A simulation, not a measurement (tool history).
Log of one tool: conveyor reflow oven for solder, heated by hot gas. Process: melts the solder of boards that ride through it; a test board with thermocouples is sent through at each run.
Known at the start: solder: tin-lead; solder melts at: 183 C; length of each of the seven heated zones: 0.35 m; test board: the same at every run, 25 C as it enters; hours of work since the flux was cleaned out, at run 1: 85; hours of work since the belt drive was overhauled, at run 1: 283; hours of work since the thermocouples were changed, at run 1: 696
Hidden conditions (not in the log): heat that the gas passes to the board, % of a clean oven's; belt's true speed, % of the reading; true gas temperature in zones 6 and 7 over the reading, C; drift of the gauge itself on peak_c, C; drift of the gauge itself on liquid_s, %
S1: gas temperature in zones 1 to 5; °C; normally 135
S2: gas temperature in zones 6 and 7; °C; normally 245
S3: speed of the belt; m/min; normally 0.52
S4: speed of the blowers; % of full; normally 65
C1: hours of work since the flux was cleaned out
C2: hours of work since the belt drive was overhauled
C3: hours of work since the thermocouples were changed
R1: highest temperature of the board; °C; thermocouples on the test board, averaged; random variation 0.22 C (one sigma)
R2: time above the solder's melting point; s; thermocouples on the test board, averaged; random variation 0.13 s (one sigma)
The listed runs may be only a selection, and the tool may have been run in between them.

{"run": 1, "hour": 0.0, "S1": 135, "S2": 245, "S3": 0.52, "S4": 65, "C1": 85, "C2": 283, "C3": 696, "R1": 227.3, "R2": 67.9}
{"run": 2, "hour": 11.1, "S1": 135, "S2": 245, "S3": 0.597, "S4": 65, "C1": 94, "C2": 291, "C3": 705, "R1": 222.6, "R2": 55.4}
{"run": 3, "hour": 19.5, "S1": 135, "S2": 245, "S3": 0.597, "S4": 65, "C1": 100, "C2": 297, "C3": 711, "R1": 222.4, "R2": 55.4}
{"run": 4, "hour": 29.1, "S1": 135, "S2": 245, "S3": 0.597, "S4": 65, "C1": 107, "C2": 304, "C3": 718, "R1": 222.5, "R2": 55.5}
{"run": 5, "hour": 39.5, "S1": 135, "S2": 245, "S3": 0.52, "S4": 74, "C1": 115, "C2": 312, "C3": 726, "R1": 229.7, "R2": 69.4}
{"run": 6, "hour": 55.2, "S1": 135, "S2": 259, "S3": 0.52, "S4": 65, "C1": 127, "C2": 324, "C3": 738, "R1": 239.6, "R2": 74.6}
{"run": 7, "hour": 70.3, "S1": 139, "S2": 235, "S3": 0.506, "S4": 81, "C1": 138, "C2": 335, "C3": 749, "R1": 223, "R2": 69}
{"run": 8, "hour": 81.7, "S1": 147, "S2": 235, "S3": 0.506, "S4": 72, "C1": 146, "C2": 344, "C3": 757, "R1": 222, "R2": 71.3}
{"run": 9, "hour": 95.2, "S1": 135, "S2": 247, "S3": 0.52, "S4": 65, "C1": 157, "C2": 354, "C3": 767, "R1": 228.7, "R2": 68.4}

Run 10, settings as shown, results not yet in. Your forecast:
{"run": 10, "hour": 105.2, "S1": 126, "S2": 247, "S3": 0.447, "S4": 65, "C1": 164, "C2": 361, "C3": 775, "R1": "?", "R2": "?"}

{"run 10": {"R1": 232, "R2": 79.6}}
Take away the tool's hidden state, keep the run-to-run variation as it was, and the same run would have given R1 235.1 °C, R2 80.8 s.
